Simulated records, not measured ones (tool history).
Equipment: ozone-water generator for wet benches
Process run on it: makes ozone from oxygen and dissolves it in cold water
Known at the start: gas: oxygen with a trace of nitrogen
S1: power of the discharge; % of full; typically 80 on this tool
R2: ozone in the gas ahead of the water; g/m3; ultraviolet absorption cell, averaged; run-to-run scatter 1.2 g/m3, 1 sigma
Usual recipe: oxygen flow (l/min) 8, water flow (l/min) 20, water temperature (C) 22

run 1 hour=0 | S1=80 oxygen_flow_(l/min)=8 water_flow_(l/min)=20 water_temperature_(C)=22 | dissolved_ozone_(ppm)=30.7 R2=219.3
run 2 hour=108.5 | S1=80 oxygen_flow_(l/min)=8 water_flow_(l/min)=20 water_temperature_(C)=22 | dissolved_ozone_(ppm)=30.2 R2=219
run 3 hour=199.3 | S1=80 oxygen_flow_(l/min)=4.19 water_flow_(l/min)=20 water_temperature_(C)=22 | dissolved_ozone_(ppm)=30.8 R2=307.9
run 4 hour=315.2 | S1=80 oxygen_flow_(l/min)=4.19 water_flow_(l/min)=20 water_temperature_(C)=22 | dissolved_ozone_(ppm)=30.6 R2=303.8
run 5 hour=437.7 | S1=80 oxygen_flow_(l/min)=8 water_flow_(l/min)=20 water_temperature_(C)=22 | dissolved_ozone_(ppm)=30.2 R2=215.2
-- hour=457.1 water thermometer calibrated
run 6 hour=502.7 | S1=80 oxygen_flow_(l/min)=8 water_flow_(l/min)=20 water_temperature_(C)=22 | dissolved_ozone_(ppm)=29.7 R2=218.4
run 7 hour=642.7 | S1=80 oxygen_flow_(l/min)=13.52 water_flow_(l/min)=20 water_temperature_(C)=22 | dissolved_ozone_(ppm)=27.2 R2=164.4
run 8 hour=736.1 | S1=80 oxygen_flow_(l/min)=13.52 water_flow_(l/min)=20 water_temperature_(C)=20 | dissolved_ozone_(ppm)=28.4 R2=163.6
run 9 hour=815.4 | S1=80 oxygen_flow_(l/min)=13.52 water_flow_(l/min)=20 water_temperature_(C)=20 | dissolved_ozone_(ppm)=28.1 R2=164.3
run 10 hour=928.4 | S1=80 oxygen_flow_(l/min)=13.52 water_flow_(l/min)=20 water_temperature_(C)=20 | dissolved_ozone_(ppm)=28.1 R2=163.3
run 11 hour=1050.5 | S1=80 oxygen_flow_(l/min)=13.52 water_flow_(l/min)=20 water_temperature_(C)=20 | dissolved_ozone_(ppm)=28.2 R2=161.1
run 12 hour=1168 | S1=80 oxygen_flow_(l/min)=13.52 water_flow_(l/min)=20 water_temperature_(C)=20 | dissolved_ozone_(ppm)=27.7 R2=160.1
run 13 hour=1254.5 | S1=80 oxygen_flow_(l/min)=8 water_flow_(l/min)=20 water_temperature_(C)=22 | dissolved_ozone_(ppm)=29.2 R2=210.3
run 14 hour=1395.7 | S1=80 oxygen_flow_(l/min)=8 water_flow_(l/min)=20 water_temperature_(C)=22 | dissolved_ozone_(ppm)=29.3 R2=211
run 15 hour=1472.2 | S1=80 oxygen_flow_(l/min)=8 water_flow_(l/min)=20 water_temperature_(C)=22 | dissolved_ozone_(ppm)=28.7 R2=208.7
run 16 hour=1546.1 | S1=80 oxygen_flow_(l/min)=8 water_flow_(l/min)=20 water_temperature_(C)=24 | dissolved_ozone_(ppm)=27.4 R2=211.1
run 17 hour=1626 | S1=58 oxygen_flow_(l/min)=7.04 water_flow_(l/min)=20 water_temperature_(C)=24 | dissolved_ozone_(ppm)=22.9 R2=183.3
run 18 hour=1756.2 | S1=58 oxygen_flow_(l/min)=7.04 water_flow_(l/min)=20 water_temperature_(C)=24 | dissolved_ozone_(ppm)=22.9 R2=181.7
run 19 hour=1866.1 | S1=85 oxygen_flow_(l/min)=8 water_flow_(l/min)=27 water_temperature_(C)=15 | dissolved_ozone_(ppm)=27 R2=214.5
run 20 hour=1940 | S1=85 oxygen_flow_(l/min)=13.06 water_flow_(l/min)=22 water_temperature_(C)=15 | dissolved_ozone_(ppm)=29.9 R2=166
run 21 hour=2042.8 | S1=75 oxygen_flow_(l/min)=4.02 water_flow_(l/min)=20 water_temperature_(C)=22 | dissolved_ozone_(ppm)=27.5 R2=283.7
run 22 hour=2161.9 | S1=48 oxygen_flow_(l/min)=4.02 water_flow_(l/min)=16 water_temperature_(C)=23 | dissolved_ozone_(ppm)=24.1 R2=214.5
run 23 hour=2259.8 | S1=80 oxygen_flow_(l/min)=8.84 water_flow_(l/min)=20 water_temperature_(C)=22 | dissolved_ozone_(ppm)=27.6 R2=192.9
run 24 hour=2395.5 | S1=87 oxygen_flow_(l/min)=8 water_flow_(l/min)=29 water_temperature_(C)=17 | dissolved_ozone_(ppm)=24.6 R2=212.7
run 25 hour=2521.2 | S1=87 oxygen_flow_(l/min)=8 water_flow_(l/min)=29 water_temperature_(C)=17 | dissolved_ozone_(ppm)=24.7 R2=213.4
run 26 hour=2645.5 | S1=99 oxygen_flow_(l/min)=8 water_flow_(l/min)=20 water_temperature_(C)=22 | dissolved_ozone_(ppm)=31.1 R2=230.6
run 27 hour=2716 | S1=99 oxygen_flow_(l/min)=8 water_flow_(l/min)=20 water_temperature_(C)=16 | dissolved_ozone_(ppm)=34.6 R2=225.6
run 28 hour=2786.2 | S1=72 oxygen_flow_(l/min)=9.4 water_flow_(l/min)=19 water_temperature_(C)=17 | dissolved_ozone_(ppm)=28.4 R2=169.9
run 29 hour=2920 | S1=72 oxygen_flow_(l/min)=9.4 water_flow_(l/min)=19 water_temperature_(C)=17 | dissolved_ozone_(ppm)=28.2 R2=171.9

Alternative continuations, all from the tool just after run 29; predict every row:
run A hour=3002.8 | S1=80 oxygen_flow_(l/min)=4.34 water_flow_(l/min)=20 water_temperature_(C)=20 | dissolved_ozone_(ppm)=? R2=?
run B hour=3002.8 | S1=54 oxygen_flow_(l/min)=6.57 water_flow_(l/min)=31 water_temperature_(C)=22 | dissolved_ozone_(ppm)=? R2=?
run C hour=3002.8 | S1=72 oxygen_flow_(l/min)=5.8 water_flow_(l/min)=19 water_temperature_(C)=17 | dissolved_ozone_(ppm)=? R2=?
run D hour=3002.8 | S1=76 oxygen_flow_(l/min)=4.17 water_flow_(l/min)=19 water_temperature_(C)=17 | dissolved_ozone_(ppm)=? R2=?

run=A dissolved_ozone_(ppm)=28.3 R2=273.8
run=B dissolved_ozone_(ppm)=15.8 R2=174.7
run=C dissolved_ozone_(ppm)=29.2 R2=220.7
run=D dissolved_ozone_(ppm)=29.9 R2=270.4
Had the tool no hidden state, the same runs would have come out as:
run=A dissolved_ozone_(ppm)=33.5 R2=313
run=B dissolved_ozone_(ppm)=18.3 R2=193.7
run=C dissolved_ozone_(ppm)=34.3 R2=250.2
run=D dissolved_ozone_(ppm)=35.2 R2=308
